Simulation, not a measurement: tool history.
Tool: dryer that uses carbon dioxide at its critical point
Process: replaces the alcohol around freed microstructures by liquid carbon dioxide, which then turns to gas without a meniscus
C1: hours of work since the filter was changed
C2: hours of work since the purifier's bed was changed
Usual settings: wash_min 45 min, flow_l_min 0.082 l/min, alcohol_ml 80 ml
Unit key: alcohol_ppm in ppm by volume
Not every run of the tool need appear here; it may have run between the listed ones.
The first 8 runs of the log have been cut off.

run 9 hour=61.3 | wash_min=45 flow_l_min=0.082 alcohol_ml=80 | C1=258 C2=230 | alcohol_ppm=270
run 10 hour=70.1 | wash_min=45 flow_l_min=0.082 alcohol_ml=80 | C1=264 C2=237 | alcohol_ppm=268
-- hour=78 inlet filter changed
run 11 hour=78.3 | wash_min=45 flow_l_min=0.082 alcohol_ml=80 | C1=0 C2=242 | alcohol_ppm=198
run 12 hour=87.8 | wash_min=45 flow_l_min=0.0683 alcohol_ml=80 | C1=8 C2=250 | alcohol_ppm=513
run 13 hour=94.7 | wash_min=45 flow_l_min=0.082 alcohol_ml=38 | C1=13 C2=255 | alcohol_ppm=127
run 14 hour=101.3 | wash_min=31 flow_l_min=0.082 alcohol_ml=38 | C1=18 C2=260 | alcohol_ppm=644
run 15 hour=111.4 | wash_min=31 flow_l_min=0.082 alcohol_ml=38 | C1=26 C2=268 | alcohol_ppm=661
run 16 hour=116.8 | wash_min=45 flow_l_min=0.1061 alcohol_ml=80 | C1=30 C2=272 | alcohol_ppm=80
run 17 hour=122.7 | wash_min=45 flow_l_min=0.0784 alcohol_ml=80 | C1=35 C2=277 | alcohol_ppm=259
run 18 hour=131.8 | wash_min=27 flow_l_min=0.082 alcohol_ml=50 | C1=42 C2=284 | alcohol_ppm=1534
run 19 hour=138.2 | wash_min=48 flow_l_min=0.082 alcohol_ml=80 | C1=47 C2=289 | alcohol_ppm=168
run 20 hour=142.8 | wash_min=35 flow_l_min=0.082 alcohol_ml=78 | C1=50 C2=292 | alcohol_ppm=770
run 21 hour=150.6 | wash_min=35 flow_l_min=0.082 alcohol_ml=78 | C1=56 C2=299 | alcohol_ppm=770
run 22 hour=160.5 | wash_min=35 flow_l_min=0.082 alcohol_ml=78 | C1=64 C2=306 | alcohol_ppm=791
run 23 hour=169.6 | wash_min=35 flow_l_min=0.082 alcohol_ml=78 | C1=71 C2=313 | alcohol_ppm=745
run 24 hour=175.1 | wash_min=64 flow_l_min=0.0927 alcohol_ml=31 | C1=76 C2=318 | alcohol_ppm=74
run 25 hour=185.2 | wash_min=64 flow_l_min=0.0927 alcohol_ml=31 | C1=83 C2=325 | alcohol_ppm=81
run 26 hour=193.4 | wash_min=64 flow_l_min=0.0927 alcohol_ml=31 | C1=90 C2=332 | alcohol_ppm=76
run 27 hour=200.1 | wash_min=64 flow_l_min=0.0927 alcohol_ml=31 | C1=95 C2=337 | alcohol_ppm=85
run 28 hour=208.8 | wash_min=56 flow_l_min=0.1299 alcohol_ml=114 | C1=102 C2=344 | alcohol_ppm=86
run 29 hour=217.3 | wash_min=45 flow_l_min=0.0505 alcohol_ml=80 | C1=108 C2=350 | alcohol_ppm=2393
run 30 hour=223.3 | wash_min=30 flow_l_min=0.0528 alcohol_ml=21 | C1=113 C2=355 | alcohol_ppm=2296
run 31 hour=227.9 | wash_min=30 flow_l_min=0.0528 alcohol_ml=21 | C1=117 C2=359 | alcohol_ppm=2260

Forecast each of these 5 alternatives for the next run:
run A hour=236.6 | wash_min=46 flow_l_min=0.0528 alcohol_ml=21 | C1=123 C2=365 | alcohol_ppm=?
run B hour=236.6 | wash_min=30 flow_l_min=0.094 alcohol_ml=21 | C1=123 C2=365 | alcohol_ppm=?
run C hour=236.6 | wash_min=30 flow_l_min=0.1136 alcohol_ml=73 | C1=123 C2=365 | alcohol_ppm=?
run D hour=236.6 | wash_min=28 flow_l_min=0.0848 alcohol_ml=112 | C1=123 C2=365 | alcohol_ppm=?
run E hour=236.6 | wash_min=45 flow_l_min=0.0718 alcohol_ml=80 | C1=123 C2=365 | alcohol_ppm=?

run=A alcohol_ppm=535
run=B alcohol_ppm=312
run=C alcohol_ppm=348
run=D alcohol_ppm=2781
run=E alcohol_ppm=492
Stripped of hidden state, with their random variation kept, the same runs would have yielded:
run=A alcohol_ppm=395
run=B alcohol_ppm=197
run=C alcohol_ppm=221
run=D alcohol_ppm=2349
run=E alcohol_ppm=343

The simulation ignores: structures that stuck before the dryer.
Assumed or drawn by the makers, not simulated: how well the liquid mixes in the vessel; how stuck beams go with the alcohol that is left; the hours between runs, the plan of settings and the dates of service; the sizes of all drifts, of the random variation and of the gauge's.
